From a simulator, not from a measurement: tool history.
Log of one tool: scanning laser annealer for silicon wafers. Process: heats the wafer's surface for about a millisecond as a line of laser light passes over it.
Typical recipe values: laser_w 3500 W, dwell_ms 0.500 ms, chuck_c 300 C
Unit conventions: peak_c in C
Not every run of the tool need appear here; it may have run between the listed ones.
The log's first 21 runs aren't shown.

run 22 hour=970.7 | laser_w=3509 dwell_ms=0.524 chuck_c=272 | peak_c=1073
run 23 hour=1004.2 | laser_w=3509 dwell_ms=0.360 chuck_c=272 | peak_c=938
run 24 hour=1047.4 | laser_w=3648 dwell_ms=0.547 chuck_c=278 | peak_c=1135
run 25 hour=1099.8 | laser_w=3648 dwell_ms=0.567 chuck_c=310 | peak_c=1181
run 26 hour=1139.5 | laser_w=3648 dwell_ms=0.567 chuck_c=310 | peak_c=1176
run 27 hour=1202.0 | laser_w=3648 dwell_ms=0.499 chuck_c=310 | peak_c=1123
run 28 hour=1246.4 | laser_w=3129 dwell_ms=0.472 chuck_c=289 | peak_c=938
run 29 hour=1298.0 | laser_w=3378 dwell_ms=0.361 chuck_c=327 | peak_c=954
run 30 hour=1329.0 | laser_w=3378 dwell_ms=0.361 chuck_c=327 | peak_c=952
-- hour=1336.7 window over the wafer cleaned
run 31 hour=1383.8 | laser_w=3378 dwell_ms=0.361 chuck_c=327 | peak_c=986
run 32 hour=1442.7 | laser_w=3783 dwell_ms=0.404 chuck_c=319 | peak_c=1121

Each row is a separate what-if for the run after 32, all from the same tool condition, not one after another. Results?
run A hour=1485.6 | laser_w=3783 dwell_ms=0.418 chuck_c=315 | peak_c=?
run B hour=1485.6 | laser_w=3597 dwell_ms=0.395 chuck_c=268 | peak_c=?
run C hour=1485.6 | laser_w=3845 dwell_ms=0.515 chuck_c=280 | peak_c=?
run D hour=1485.6 | laser_w=3496 dwell_ms=0.428 chuck_c=300 | peak_c=?

run=A peak_c=1129
run=B peak_c=1014
run=C peak_c=1196
run=D peak_c=1044
What these runs would have given with no unlogged condition in the tool:
run=A peak_c=1140
run=B peak_c=1024
run=C peak_c=1208
run=D peak_c=1054

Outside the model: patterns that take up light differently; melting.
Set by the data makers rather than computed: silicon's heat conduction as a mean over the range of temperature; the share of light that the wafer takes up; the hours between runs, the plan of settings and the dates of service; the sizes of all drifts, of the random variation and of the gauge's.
